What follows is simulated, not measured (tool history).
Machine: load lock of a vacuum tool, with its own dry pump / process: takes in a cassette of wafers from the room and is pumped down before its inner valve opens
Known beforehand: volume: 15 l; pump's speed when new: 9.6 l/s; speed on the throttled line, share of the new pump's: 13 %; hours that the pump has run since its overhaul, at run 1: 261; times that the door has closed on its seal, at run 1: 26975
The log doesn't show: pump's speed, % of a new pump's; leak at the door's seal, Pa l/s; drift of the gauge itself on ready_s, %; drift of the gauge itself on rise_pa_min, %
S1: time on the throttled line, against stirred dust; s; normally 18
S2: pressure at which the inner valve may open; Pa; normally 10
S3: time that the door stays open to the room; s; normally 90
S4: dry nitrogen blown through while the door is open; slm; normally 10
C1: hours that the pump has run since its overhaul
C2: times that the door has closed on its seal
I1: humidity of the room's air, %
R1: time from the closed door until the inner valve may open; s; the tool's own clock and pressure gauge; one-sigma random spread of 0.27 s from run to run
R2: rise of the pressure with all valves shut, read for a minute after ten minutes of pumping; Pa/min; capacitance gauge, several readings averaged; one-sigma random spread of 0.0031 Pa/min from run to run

run     hour  S1  S2   S3  S4     C1     C2    I1    R1     R2
  1      0.0  18  10   90  10    261  26975  42.4  30.5  0.151
  2    484.1  18  10   90  10    745  27662  44.4  30.5  0.162
  3    998.3  18  10   90  10   1259  28392  42.6  30.3  0.158
  4   1440.7  18  10   90  10   1701  29020  44.1  30.1  0.162
  5   1739.3  18  10   90  10   2000  29443  45.1  30.8  0.166
  6   2130.3  18  10   90  10   2391  29998  43.0  30.7  0.170
  7   2411.4  18  10   90  10   2672  30397  44.6  30.7  0.168
  8   2689.4  18  13   90  10   2950  30792  45.0  30.1  0.182
  9   2951.3  18  10   90  10   3212  31164  46.4  30.3  0.180
 10   3298.9  18  10   90  10   3560  31657  45.3  31.3  0.179
 11   3529.1  18  10   90  10   3790  31984  45.6  31.1  0.181
 12   3759.8  18  10   90  10   4020  32311  44.4  31.4  0.179
 13   4176.6  18  10   90  10   4437  32902  47.5  31.1  0.190
 14   4559.1  18  10   90  10   4820  33445  44.1  31.5  0.188
 15   5093.8  18  10   90  10   5355  34204  45.6  31.6  0.196
 16   5358.5  18  10   57  10   5619  34580  46.5  31.7  0.167
 17   5814.3  18  10   57  10   6075  35227  42.8  31.7  0.174
 18   6218.2  18  10   57  10   6479  35800  46.4  31.9  0.177
 19   6758.8  18  16   57   5   7020  36567  43.1  31.4  0.188
 20   7015.8  28   9   52   9   7277  36932  46.8  41.1  0.187
 21   7428.1  12  11  146  10   7689  37517  46.0  27.0  0.227
 22   7706.5  12  11  146  10   7967  37912  47.1  26.8  0.236
 23   8183.8  11  14   80  33   8445  38589  47.2  26.0  0.181
 24   8567.8  20  17  167  33   8829  39134  41.9  33.0  0.198
 25   8893.4  17  17  176  33   9154  39597  43.1  31.1  0.210
 26   9157.7  34  10   53  10   9418  39972  47.3  46.0  0.207
 27   9544.8  33  10   53  31   9806  40521  46.1  45.4  0.178
 28  10080.3  33  10   53  31  10341  41281  45.6  45.8  0.184
 29  10304.2  33  10   53  29  10565  41599  46.3  45.7  0.191
     10717.0  -- dry pump taken out, an overhauled one fitted
 30  10848.8  18  19   53  14    132  42363  43.1  28.8  0.211
 31  11195.3  18  11   53  14    478  42855  47.3  30.2  0.204
 32  11531.2  20  11   53  14    814  43332  43.3  31.8  0.212
 33  12024.8  20  11   53  14   1308  44032  45.8  32.2  0.218

How the hidden state differs across the entries between the runs, from the last listed run before each to the first after it:
From run 29 to run 30: dry pump taken out, an overhauled one fitted (hour 10717.0)
  pump's speed, % of a new pump's: 79.5 -> 103.4; leak at the door's seal, Pa l/s: 0.0354 -> 0.0364
  measured minus no-state result, R1: +2.7 -> -0.3 s; R2: +0.132 -> +0.139 Pa/min
